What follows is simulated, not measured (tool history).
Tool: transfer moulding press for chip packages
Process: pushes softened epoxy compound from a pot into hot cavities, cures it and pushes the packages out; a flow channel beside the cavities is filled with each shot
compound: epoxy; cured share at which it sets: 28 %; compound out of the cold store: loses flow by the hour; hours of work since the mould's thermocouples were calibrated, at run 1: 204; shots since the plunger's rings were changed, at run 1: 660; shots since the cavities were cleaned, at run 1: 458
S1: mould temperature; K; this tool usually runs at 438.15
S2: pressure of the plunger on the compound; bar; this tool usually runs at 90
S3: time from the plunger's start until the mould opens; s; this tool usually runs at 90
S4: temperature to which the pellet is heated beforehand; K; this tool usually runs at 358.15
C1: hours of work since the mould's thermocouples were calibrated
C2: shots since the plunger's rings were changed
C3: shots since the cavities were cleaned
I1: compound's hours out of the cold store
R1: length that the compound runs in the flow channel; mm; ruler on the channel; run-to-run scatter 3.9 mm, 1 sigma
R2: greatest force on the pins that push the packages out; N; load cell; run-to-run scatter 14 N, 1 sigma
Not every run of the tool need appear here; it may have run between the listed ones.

| run | hour | S1 | S2 | S3 | S4 | C1 | C2 | C3 | I1 | R1 | R2 |
|---|---|---|---|---|---|---|---|---|---|---|---|
| 1 | 0 | 438.15 | 90 | 90 | 358.15 | 204 | 660 | 458 | 38.7 | 619 | 928 |
| 2 | 11.4 | 435.15 | 90 | 90 | 358.15 | 209 | 765 | 563 | 11.3 | 703 | 1271 |
| 3 | 21 | 435.15 | 90 | 90 | 358.15 | 213 | 853 | 651 | 46 | 619 | 1228 |
| 4 | 29.8 | 435.15 | 90 | 90 | 358.15 | 218 | 934 | 732 | 36.6 | 638 | 1299 |
|  | 39.9 | cavities cleaned with cleaning compound and waxed |
| 5 | 44.2 | 435.15 | 90 | 90 | 358.15 | 224 | 1052 | 40 | 13.1 | 698 | 851 |
| 6 | 52.8 | 438.15 | 90 | 90 | 358.15 | 228 | 1131 | 119 | 34.1 | 634 | 710 |
| 7 | 63.6 | 438.15 | 90 | 90 | 358.15 | 233 | 1230 | 218 | 25.2 | 654 | 813 |
| 8 | 77 | 438.15 | 90 | 90 | 358.15 | 239 | 1353 | 341 | 35.4 | 624 | 854 |
| 9 | 92.3 | 438.15 | 90 | 90 | 358.15 | 246 | 1493 | 481 | 29.5 | 641 | 950 |
| 10 | 100.6 | 438.15 | 90 | 90 | 358.15 | 250 | 1570 | 558 | 28.5 | 642 | 977 |
| 11 | 115.1 | 438.15 | 90 | 90 | 358.15 | 257 | 1703 | 691 | 20.5 | 663 | 1013 |
| 12 | 125.5 | 440.15 | 90 | 90 | 358.15 | 262 | 1798 | 786 | 8.8 | 686 | 939 |
|  | 130.6 | cavities cleaned with cleaning compound and waxed |
| 13 | 138.7 | 440.15 | 90 | 90 | 358.15 | 267 | 1906 | 75 | 29.2 | 637 | 615 |
| 14 | 147.7 | 438.15 | 90 | 90 | 353.15 | 271 | 1988 | 157 | 41.8 | 615 | 760 |
| 15 | 159.5 | 445.15 | 90 | 112 | 353.15 | 277 | 2096 | 265 | 44.5 | 598 | 592 |
| 16 | 174.4 | 445.15 | 90 | 126 | 353.15 | 284 | 2234 | 403 | 24.2 | 633 | 623 |
| 17 | 188.9 | 442.15 | 108.5 | 88 | 363.15 | 291 | 2366 | 535 | 8.2 | 744 | 784 |
| 18 | 199.4 | 442.15 | 108.5 | 88 | 363.15 | 296 | 2462 | 631 | 17.2 | 726 | 815 |
| 19 | 210.6 | 432.15 | 108.5 | 86 | 366.15 | 301 | 2565 | 734 | 44 | 681 | 1645 |
|  | 220.6 | cavities cleaned with cleaning compound and waxed |
| 20 | 229 | 440.15 | 108.5 | 86 | 360.15 | 309 | 2720 | 77 | 31 | 690 | 633 |
| 21 | 243.2 | 440.15 | 108.5 | 123 | 353.15 | 316 | 2851 | 208 | 13.8 | 730 | 577 |
| 22 | 258.9 | 430.15 | 95.7 | 123 | 353.15 | 323 | 2995 | 352 | 45.6 | 645 | 814 |
| 23 | 270.2 | 433.15 | 84 | 73 | 353.15 | 328 | 3099 | 456 | 16.1 | 657 | 2388 |
| 24 | 279 | 439.15 | 105.8 | 93 | 358.15 | 332 | 3179 | 536 | 43 | 655 | 851 |
| 25 | 293.6 | 438.15 | 105.2 | 89 | 351.15 | 339 | 3313 | 670 | 13.3 | 737 | 1084 |
| 26 | 304.5 | 443.15 | 105.2 | 89 | 351.15 | 344 | 3414 | 771 | 35.8 | 654 | 813 |
|  | 310.7 | cavities cleaned with cleaning compound and waxed |
| 27 | 314.9 | 431.15 | 70.8 | 89 | 360.15 | 349 | 3495 | 38 | 34.3 | 572 | 1093 |

5 ways to go on from here, each from the tool as it stands after run 27. What would each give?
| A | 324.9 | 438.15 | 90 | 87 | 358.15 | 353 | 3587 | 130 | 21.4 | ? | ? |
| B | 324.9 | 431.15 | 101.2 | 80 | 360.15 | 353 | 3587 | 130 | 34.4 | ? | ? |
| C | 324.9 | 438.15 | 90 | 85 | 358.15 | 353 | 3587 | 130 | 46.7 | ? | ? |
| D | 324.9 | 436.15 | 102.9 | 89 | 349.15 | 353 | 3587 | 130 | 32.5 | ? | ? |
| E | 324.9 | 431.15 | 78.4 | 89 | 356.15 | 353 | 3587 | 130 | 32.5 | ? | ? |

| run | R1 | R2 |
|---|---|---|
| A | 645 | 805 |
| B | 690 | 1556 |
| C | 592 | 801 |
| D | 672 | 860 |
| E | 609 | 1247 |
With the hidden condition removed and each run's random variation left untouched, the same runs would have given:
| run | R1 | R2 |
|---|---|---|
| A | 664 | 706 |
| B | 710 | 1355 |
| C | 608 | 701 |
| D | 691 | 757 |
| E | 626 | 1096 |
